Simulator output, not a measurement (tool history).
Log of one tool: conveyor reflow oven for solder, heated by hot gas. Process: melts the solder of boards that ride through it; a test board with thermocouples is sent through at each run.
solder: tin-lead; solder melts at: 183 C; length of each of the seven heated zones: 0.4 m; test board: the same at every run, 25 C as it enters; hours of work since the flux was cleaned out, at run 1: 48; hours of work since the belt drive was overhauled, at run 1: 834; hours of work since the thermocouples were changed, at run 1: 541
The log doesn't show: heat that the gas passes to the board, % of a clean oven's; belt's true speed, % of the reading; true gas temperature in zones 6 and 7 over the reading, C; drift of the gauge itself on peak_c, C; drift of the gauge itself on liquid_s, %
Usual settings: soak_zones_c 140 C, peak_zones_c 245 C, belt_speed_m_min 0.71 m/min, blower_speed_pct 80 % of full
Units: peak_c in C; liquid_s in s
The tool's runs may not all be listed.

run     day  soak_zones_c  peak_zones_c  belt_speed_m_min  blower_speed_pct  hours of work since the flux was cleaned out  hours of work since the belt drive was overhauled  hours of work since the thermocouples were changed  peak_c  liquid_s
  1   0.000           140           245              0.71                80                                            48                                                834                                                 541   230.4      58.7
  2   1.667           140           245              0.71                80                                            66                                                851                                                 559   230.7      59.0
  3   3.192           140           245              0.71                80                                            82                                                868                                                 575   231.0      58.7
  4   5.571           140           245              0.71                80                                           107                                                893                                                 601   231.4      58.9
  5   7.362           140           245              0.71                80                                           126                                                912                                                 620   229.8      58.8
  6   9.833           140           245              0.71                80                                           153                                                938                                                 646   230.9      59.0
  7  11.788           140           245              0.71                80                                           173                                                959                                                 667   231.2      59.0
  8  14.312           140           245              0.71                80                                           200                                                986                                                 694   230.8      58.8
  9  16.658           140           245              0.71                80                                           225                                               1011                                                 719   231.2      58.9
 10  17.946           140           245              0.71                80                                           239                                               1025                                                 733   230.6      59.0
 11  20.438           140           245              0.71                80                                           266                                               1051                                                 759   230.7      59.1
 12  22.567           140           245              0.71                61                                           288                                               1074                                                 782   225.9      56.5
 13  24.538           140           245              0.71                61                                           309                                               1095                                                 803   226.0      57.0
 14  25.629           140           245              0.71                62                                           321                                               1107                                                 815   226.4      56.7
     26.446  -- belt drive overhauled, speed set with a stopwatch
 15  26.962           140           245              0.71                62                                           333                                                  6                                                 827   227.6      56.8
 16  28.942           140           245              0.71                62                                           355                                                 27                                                 848   228.0      56.9

Run 17 comes next. What will it give?
 17  30.938           140           245              0.71                62                                           376                                                 48                                                 869       ?         ?

Run 17 gave peak_c 226.7 C, liquid_s 56.7 s.
Without the tool's hidden state the same run would have given peak_c 226.9 C, liquid_s 56.9 s.
